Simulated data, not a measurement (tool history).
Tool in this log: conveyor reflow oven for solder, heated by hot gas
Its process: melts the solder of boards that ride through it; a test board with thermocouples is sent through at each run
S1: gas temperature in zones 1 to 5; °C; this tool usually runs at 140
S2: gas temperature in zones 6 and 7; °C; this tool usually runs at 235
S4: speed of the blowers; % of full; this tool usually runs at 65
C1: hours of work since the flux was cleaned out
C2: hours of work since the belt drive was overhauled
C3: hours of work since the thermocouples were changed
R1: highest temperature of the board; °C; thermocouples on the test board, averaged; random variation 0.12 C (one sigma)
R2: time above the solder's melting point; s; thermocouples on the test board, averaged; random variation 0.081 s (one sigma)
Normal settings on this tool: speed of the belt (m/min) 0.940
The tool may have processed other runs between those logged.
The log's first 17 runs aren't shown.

{"run": 18, "hour": 127.4, "S1": 140, "S2": 237, "speed of the belt (m/min)": 0.759, "S4": 64, "C1": 137, "C2": 16, "C3": 426, "R1": 220.9, "R2": 50.32}
{"run": 19, "hour": 132.1, "S1": 144, "S2": 236, "speed of the belt (m/min)": 0.94, "S4": 65, "C1": 139, "C2": 19, "C3": 428, "R1": 213.9, "R2": 37.13}
{"run": 20, "hour": 138.8, "S1": 140, "S2": 242, "speed of the belt (m/min)": 0.875, "S4": 65, "C1": 143, "C2": 22, "C3": 431, "R1": 220.4, "R2": 42.94}
{"run": 21, "hour": 145.4, "S1": 140, "S2": 235, "speed of the belt (m/min)": 0.988, "S4": 82, "C1": 146, "C2": 25, "C3": 434, "R1": 213.8, "R2": 34.5}
{"run": 22, "hour": 154.9, "S1": 136, "S2": 235, "speed of the belt (m/min)": 0.94, "S4": 90, "C1": 150, "C2": 29, "C3": 438, "R1": 216.0, "R2": 36.86}
{"run": 23, "hour": 160.1, "S1": 141, "S2": 233, "speed of the belt (m/min)": 1.022, "S4": 65, "C1": 152, "C2": 32, "C3": 441, "R1": 207.9, "R2": 29.08}
{"run": 24, "hour": 170.6, "S1": 127, "S2": 235, "speed of the belt (m/min)": 0.94, "S4": 65, "C1": 157, "C2": 36, "C3": 446, "R1": 209.1, "R2": 29.95}
{"run": 25, "hour": 177.2, "S1": 127, "S2": 245, "speed of the belt (m/min)": 0.821, "S4": 83, "C1": 160, "C2": 39, "C3": 449, "R1": 226.7, "R2": 46.04}
{"run": 26, "hour": 182.5, "S1": 127, "S2": 245, "speed of the belt (m/min)": 0.821, "S4": 83, "C1": 163, "C2": 42, "C3": 451, "R1": 226.8, "R2": 46.16}
{"run": 27, "hour": 190.5, "S1": 127, "S2": 245, "speed of the belt (m/min)": 0.821, "S4": 83, "C1": 167, "C2": 46, "C3": 455, "R1": 226.6, "R2": 46.15}
{"run": 28, "hour": 196.4, "S1": 127, "S2": 245, "speed of the belt (m/min)": 0.821, "S4": 83, "C1": 169, "C2": 48, "C3": 458, "R1": 226.3, "R2": 46.03}
{"run": 29, "hour": 205.0, "S1": 141, "S2": 245, "speed of the belt (m/min)": 0.821, "S4": 83, "C1": 173, "C2": 52, "C3": 462, "R1": 228.7, "R2": 50.23}
{"run": 30, "hour": 213.0, "S1": 140, "S2": 231, "speed of the belt (m/min)": 0.94, "S4": 65, "C1": 177, "C2": 56, "C3": 465, "R1": 208.8, "R2": 32.77}
{"run": 31, "hour": 218.8, "S1": 136, "S2": 224, "speed of the belt (m/min)": 0.949, "S4": 85, "C1": 180, "C2": 59, "C3": 468, "R1": 205.4, "R2": 29.85}

Consider 4 possible next runs. They are alternatives, not a sequence: every one starts from the tool as it was left by run 31. What does each give?
{"run": "A", "hour": 228.3, "S1": 140, "S2": 227, "speed of the belt (m/min)": 0.94, "S4": 65, "C1": 184, "C2": 63, "C3": 473, "R1": "?", "R2": "?"}
{"run": "B", "hour": 228.3, "S1": 136, "S2": 229, "speed of the belt (m/min)": 0.949, "S4": 85, "C1": 184, "C2": 63, "C3": 473, "R1": "?", "R2": "?"}
{"run": "C", "hour": 228.3, "S1": 140, "S2": 238, "speed of the belt (m/min)": 0.94, "S4": 75, "C1": 184, "C2": 63, "C3": 473, "R1": "?", "R2": "?"}
{"run": "D", "hour": 228.3, "S1": 135, "S2": 230, "speed of the belt (m/min)": 1.066, "S4": 85, "C1": 184, "C2": 63, "C3": 473, "R1": "?", "R2": "?"}

run=A R1=205.6 R2=30.42
run=B R1=209.8 R2=32.56
run=C R1=216.4 R2=37.86
run=D R1=206.3 R2=26.07
Had the tool no hidden state, the same runs would have come out as:
run=A R1=207.3 R2=31.93
run=B R1=211.7 R2=33.96
run=C R1=218.4 R2=38.98
run=D R1=208.4 R2=27.57

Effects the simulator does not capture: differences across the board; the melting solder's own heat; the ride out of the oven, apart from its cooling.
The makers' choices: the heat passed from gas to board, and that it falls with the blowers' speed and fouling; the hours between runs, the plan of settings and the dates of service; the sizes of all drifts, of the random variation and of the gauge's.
